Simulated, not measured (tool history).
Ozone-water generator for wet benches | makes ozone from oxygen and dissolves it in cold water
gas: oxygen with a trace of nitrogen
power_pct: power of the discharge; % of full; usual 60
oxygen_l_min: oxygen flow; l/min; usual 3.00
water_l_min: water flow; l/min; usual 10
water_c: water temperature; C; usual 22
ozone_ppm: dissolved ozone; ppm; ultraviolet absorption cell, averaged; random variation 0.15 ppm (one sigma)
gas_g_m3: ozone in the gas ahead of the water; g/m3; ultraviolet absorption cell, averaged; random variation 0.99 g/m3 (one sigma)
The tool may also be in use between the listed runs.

{"run": 1, "day": 0.0, "power_pct": 60, "oxygen_l_min": 3.0, "water_l_min": 10, "water_c": 22, "ozone_ppm": 18.5, "gas_g_m3": 169.2}
{"run": 2, "day": 1.858, "power_pct": 60, "oxygen_l_min": 3.0, "water_l_min": 10, "water_c": 22, "ozone_ppm": 18.7, "gas_g_m3": 169.7}
{"run": 3, "day": 3.767, "power_pct": 60, "oxygen_l_min": 3.0, "water_l_min": 10, "water_c": 21, "ozone_ppm": 18.8, "gas_g_m3": 168.2}
{"run": 4, "day": 5.112, "power_pct": 60, "oxygen_l_min": 3.0, "water_l_min": 10, "water_c": 21, "ozone_ppm": 19.2, "gas_g_m3": 168.1}
{"run": 5, "day": 6.9, "power_pct": 60, "oxygen_l_min": 3.0, "water_l_min": 10, "water_c": 21, "ozone_ppm": 18.8, "gas_g_m3": 169.2}
{"run": 6, "day": 8.362, "power_pct": 60, "oxygen_l_min": 3.0, "water_l_min": 10, "water_c": 21, "ozone_ppm": 18.8, "gas_g_m3": 168.1}
{"run": 7, "day": 10.112, "power_pct": 60, "oxygen_l_min": 3.0, "water_l_min": 10, "water_c": 22, "ozone_ppm": 18.3, "gas_g_m3": 168.7}
{"run": 8, "day": 11.025, "power_pct": 44, "oxygen_l_min": 3.0, "water_l_min": 10, "water_c": 22, "ozone_ppm": 13.8, "gas_g_m3": 128.4}
{"run": 9, "day": 12.833, "power_pct": 44, "oxygen_l_min": 3.0, "water_l_min": 10, "water_c": 22, "ozone_ppm": 13.9, "gas_g_m3": 127.3}
{"run": 10, "day": 13.858, "power_pct": 60, "oxygen_l_min": 4.08, "water_l_min": 10, "water_c": 22, "ozone_ppm": 18.6, "gas_g_m3": 149.9}
{"run": 11, "day": 14.821, "power_pct": 60, "oxygen_l_min": 4.08, "water_l_min": 10, "water_c": 22, "ozone_ppm": 18.6, "gas_g_m3": 148.0}
{"run": 12, "day": 16.483, "power_pct": 60, "oxygen_l_min": 4.08, "water_l_min": 10, "water_c": 22, "ozone_ppm": 19.0, "gas_g_m3": 151.8}
{"run": 13, "day": 18.375, "power_pct": 60, "oxygen_l_min": 4.08, "water_l_min": 10, "water_c": 22, "ozone_ppm": 18.5, "gas_g_m3": 150.8}
{"run": 14, "day": 19.425, "power_pct": 60, "oxygen_l_min": 4.08, "water_l_min": 10, "water_c": 22, "ozone_ppm": 18.7, "gas_g_m3": 150.2}
{"run": 15, "day": 21.45, "power_pct": 60, "oxygen_l_min": 3.0, "water_l_min": 10, "water_c": 22, "ozone_ppm": 18.3, "gas_g_m3": 168.0}
{"day": 21.604, "done": "water thermometer calibrated"}
{"run": 16, "day": 23.108, "power_pct": 60, "oxygen_l_min": 3.0, "water_l_min": 10, "water_c": 22, "ozone_ppm": 18.4, "gas_g_m3": 167.3}
{"run": 17, "day": 24.233, "power_pct": 60, "oxygen_l_min": 3.0, "water_l_min": 10, "water_c": 22, "ozone_ppm": 18.5, "gas_g_m3": 167.6}
{"run": 18, "day": 25.125, "power_pct": 43, "oxygen_l_min": 3.0, "water_l_min": 10, "water_c": 22, "ozone_ppm": 13.6, "gas_g_m3": 123.8}
{"run": 19, "day": 26.158, "power_pct": 60, "oxygen_l_min": 3.0, "water_l_min": 12, "water_c": 22, "ozone_ppm": 16.1, "gas_g_m3": 168.1}
{"run": 20, "day": 27.846, "power_pct": 95, "oxygen_l_min": 3.0, "water_l_min": 12, "water_c": 22, "ozone_ppm": 24.7, "gas_g_m3": 255.8}
{"run": 21, "day": 29.225, "power_pct": 95, "oxygen_l_min": 3.0, "water_l_min": 12, "water_c": 22, "ozone_ppm": 24.4, "gas_g_m3": 254.1}
{"run": 22, "day": 31.012, "power_pct": 48, "oxygen_l_min": 3.0, "water_l_min": 7, "water_c": 26, "ozone_ppm": 17.2, "gas_g_m3": 139.2}
{"day": 31.367, "done": "water thermometer calibrated, once more"}
{"run": 23, "day": 32.742, "power_pct": 48, "oxygen_l_min": 1.59, "water_l_min": 11, "water_c": 26, "ozone_ppm": 12.0, "gas_g_m3": 176.7}
{"run": 24, "day": 34.471, "power_pct": 48, "oxygen_l_min": 1.59, "water_l_min": 11, "water_c": 26, "ozone_ppm": 11.9, "gas_g_m3": 175.2}

The next listed run, before its measurement:
{"run": 25, "day": 35.812, "power_pct": 60, "oxygen_l_min": 3.0, "water_l_min": 7, "water_c": 15, "ozone_ppm": "?", "gas_g_m3": "?"}

Run 25 gave ozone_ppm 26.4 ppm, gas_g_m3 167.4 g/m3.
Without the tool's hidden state the same run would have given ozone_ppm 27.8 ppm, gas_g_m3 169.8 g/m3.
